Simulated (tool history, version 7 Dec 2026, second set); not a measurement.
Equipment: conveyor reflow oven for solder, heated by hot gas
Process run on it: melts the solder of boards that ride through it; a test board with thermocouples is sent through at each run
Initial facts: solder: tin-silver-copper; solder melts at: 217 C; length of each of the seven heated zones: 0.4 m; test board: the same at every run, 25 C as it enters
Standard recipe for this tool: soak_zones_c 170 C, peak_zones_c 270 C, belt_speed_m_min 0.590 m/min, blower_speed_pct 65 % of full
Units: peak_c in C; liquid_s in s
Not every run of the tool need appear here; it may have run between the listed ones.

Run 1, hour 0.0: usual settings. Result: peak_c 254.78 C, liquid_s 61.46 s.
Run 2, hour 43.8: usual settings. Result: peak_c 254.75 C, liquid_s 61.39 s.
Run 3, hour 83.6: usual settings. Result: peak_c 254.74 C, liquid_s 61.37 s.
Run 4, hour 157.6: usual settings. Result: peak_c 254.77 C, liquid_s 61.35 s.
Run 5, hour 194.5: usual settings. Result: peak_c 254.70 C, liquid_s 61.48 s.
Run 6, hour 273.2: usual settings. Result: peak_c 254.71 C, liquid_s 61.42 s.
Run 7, hour 358.9: usual settings. Result: peak_c 254.68 C, liquid_s 61.40 s.
At hour 371.3: flux residue cleaned out of gas plates and filters.
Run 8, hour 439.7: usual settings. Result: peak_c 254.78 C, liquid_s 61.45 s.
Run 9, hour 510.4: usual settings but belt_speed_m_min 0.477 m/min, blower_speed_pct 80 % of full. Result: peak_c 262.05 C, liquid_s 84.23 s.
Run 10, hour 586.1: usual settings but belt_speed_m_min 0.477 m/min, blower_speed_pct 80 % of full. Result: peak_c 262.13 C, liquid_s 84.24 s.
At hour 641.5: thermocouples of zones 6 and 7 changed.
Run 11, hour 672.0: usual settings but soak_zones_c 164 C, peak_zones_c 276 C. Result: peak_c 259.05 C, liquid_s 62.20 s.
Run 12, hour 744.3: usual settings but soak_zones_c 185 C, peak_zones_c 282 C, belt_speed_m_min 0.630 m/min, blower_speed_pct 57 % of full. Result: peak_c 264.17 C, liquid_s 67.75 s.
Run 13, hour 822.3: usual settings but peak_zones_c 277 C, blower_speed_pct 56 % of full. Result: peak_c 259.15 C, liquid_s 63.99 s.
At hour 876.1: flux residue cleaned out of gas plates and filters.
Run 14, hour 905.4: usual settings but peak_zones_c 277 C, blower_speed_pct 56 % of full. Result: peak_c 259.23 C, liquid_s 64.03 s.

Branching from run 14: 4 alternative next runs. What would each branch give?
Run A, hour 958.7: usual settings but peak_zones_c 259 C, blower_speed_pct 56 % of full. Result: peak_c ?, liquid_s ?.
Run B, hour 958.7: usual settings but peak_zones_c 280 C, belt_speed_m_min 0.660 m/min, blower_speed_pct 66 % of full. Result: peak_c ?, liquid_s ?.
Run C, hour 958.7: usual settings but soak_zones_c 156 C, belt_speed_m_min 0.511 m/min. Result: peak_c ?, liquid_s ?.
Run D, hour 958.7: usual settings but peak_zones_c 277 C, belt_speed_m_min 0.503 m/min, blower_speed_pct 56 % of full. Result: peak_c ?, liquid_s ?.

run  peak_c  liquid_s
  A  243.48     51.91
  B  259.79     57.17
  C  257.13     69.26
  D  264.33     79.72
Take away the tool's hidden state, keep each run's random variation, and the runs would have read:
run  peak_c  liquid_s
  A  243.46     51.88
  B  259.77     57.15
  C  257.11     69.23
  D  264.30     79.68
